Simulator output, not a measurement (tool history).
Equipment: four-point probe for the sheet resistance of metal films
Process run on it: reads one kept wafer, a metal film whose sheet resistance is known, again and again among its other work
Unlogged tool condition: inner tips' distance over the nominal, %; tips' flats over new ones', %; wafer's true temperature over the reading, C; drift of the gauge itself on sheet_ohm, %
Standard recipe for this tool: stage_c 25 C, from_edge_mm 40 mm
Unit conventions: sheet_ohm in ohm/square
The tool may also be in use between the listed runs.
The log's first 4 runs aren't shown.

run    hour  stage_c  from_edge_mm  touches since the probe head was changed  hours of work since the stage's thermometer was calibrated  sheet_ohm
  5   199.3       25             4                                     33309                                                         428   1.498513
  6     258       19            40                                     34791                                                         462   1.485366
  7   290.8       25            30                                     35620                                                         482   1.486192
  8   326.6       25            30                                     36524                                                         503   1.485868
  9   397.5       23            30                                     38316                                                         545   1.485708
 10   431.5       23            30                                     39172                                                         565   1.485748
 11   480.2       23            30                                     40403                                                         593   1.485678
 12   539.9       23            30                                     41910                                                         628   1.485681
 13   593.1       23            30                                     43255                                                         660   1.485738
 14   632.7       23            30                                     44254                                                         683    1.48599
 15   687.4       25            40                                     45637                                                         715   1.485707
 16   736.7       25            40                                     46880                                                         745   1.486299
 17   812.1       25            40                                     48785                                                         789   1.485705
 18   857.3       25            40                                     49926                                                         816   1.485378
 19   893.2       25            40                                     50833                                                         837   1.485567
 20   933.6       25            40                                     51855                                                         861   1.486193
 21   991.4       25            40                                     53314                                                         895    1.48515
 22  1059.9       32            40                                     55044                                                         935   1.485699
 23  1111.6       25            40                                     56350                                                         966   1.485492
 24  1143.5       25            23                                     57154                                                         984   1.486589
 25  1189.6       25            23                                     58320                                                        1012   1.485549
 26  1231.9       25            40                                     59388                                                        1037    1.48587

For run 27, what comes out?
 27  1290.5       25            40                                     60867                                                        1071          ?

{"run 27": {"sheet_ohm": 1.485974}}
On a tool with no hidden condition, and with the same random variation, this run would have come out at sheet_ohm 1.48605 ohm/square.
